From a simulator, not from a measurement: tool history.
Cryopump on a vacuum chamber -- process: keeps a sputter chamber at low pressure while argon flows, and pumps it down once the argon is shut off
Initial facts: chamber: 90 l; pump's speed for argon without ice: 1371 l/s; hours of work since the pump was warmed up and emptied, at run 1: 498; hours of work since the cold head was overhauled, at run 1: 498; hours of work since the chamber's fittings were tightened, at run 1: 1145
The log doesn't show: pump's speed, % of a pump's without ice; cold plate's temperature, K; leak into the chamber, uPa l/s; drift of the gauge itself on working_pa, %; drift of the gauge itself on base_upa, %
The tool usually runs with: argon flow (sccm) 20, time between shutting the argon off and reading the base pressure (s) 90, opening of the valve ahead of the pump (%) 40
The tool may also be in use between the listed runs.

run   hour  argon flow (sccm)  time between shutting the argon off and reading the base pressure (s)  opening of the valve ahead of the pump (%)  hours of work since the pump was warmed up and emptied  hours of work since the cold head was overhauled  hours of work since the chamber's fittings were tightened  pressure while argon flows (Pa)  pressure after the wait (uPa)
  1    0.0                 20                                                                     90                                          40                                                     498                                               498                                                       1145                           0.0654                           3.28
  2   19.1                 20                                                                     90                                          29                                                     514                                               514                                                       1160                           0.0881                           3.28
  3   37.5                 20                                                                     90                                          18                                                     528                                               528                                                       1174                           0.1409                           3.43
  4   53.8                 22                                                                     90                                          40                                                     541                                               541                                                       1187                           0.0723                           3.27
  5   68.8                 20                                                                     86                                          40                                                     553                                               553                                                       1199                           0.0650                           3.38
  6   78.5                 20                                                                     86                                          40                                                     560                                               560                                                       1207                           0.0650                           3.49
  7   97.0                 20                                                                     33                                          40                                                     575                                               575                                                       1221                           0.0657                           5.10
  8  105.8                 20                                                                     33                                          40                                                     582                                               582                                                       1228                           0.0661                           5.18
  9  118.6                 20                                                                     28                                          40                                                     592                                               592                                                       1238                           0.0655                           5.74
 10  132.5                 20                                                                     28                                          40                                                     603                                               603                                                       1249                           0.0669                           5.70
 11  141.5                 20                                                                     28                                          40                                                     610                                               610                                                       1256                           0.0666                           5.87
 12  158.4                 20                                                                     28                                          40                                                     623                                               623                                                       1270                           0.0662                           5.88
 13  174.0                 20                                                                     28                                          40                                                     636                                               636                                                       1282                           0.0668                           5.76
 14  184.8                 20                                                                     28                                          40                                                     644                                               644                                                       1290                           0.0658                           5.98
 15  194.4                 20                                                                     28                                          48                                                     652                                               652                                                       1298                           0.0556                           5.84
     204.6  -- leaking fittings of the chamber tightened, without venting
 16  210.0                 20                                                                     28                                          48                                                     662                                               662                                                          4                           0.0565                           3.51
 17  220.2                 20                                                                     28                                          48                                                     671                                               671                                                         12                           0.0562                           3.57
 18  230.6                 34                                                                    155                                          23                                                     679                                               679                                                         20                           0.1914                           0.95
 19  244.8                 14                                                                    214                                          37                                                     690                                               690                                                         32                           0.0500                           0.77
 20  262.9                 14                                                                    214                                          37                                                     704                                               704                                                         46                           0.0499                           0.83

For run 21, what comes out?
 21  274.9                 14                                                                     30                                          28                                                     714                                               714                                                         55                                ?                              ?

Run 21 came out at pressure while argon flows (Pa) 0.0666, pressure after the wait (uPa) 3.50.
Without the tool's hidden state the same run would have given pressure while argon flows (Pa) 0.0629, pressure after the wait (uPa) 3.33.
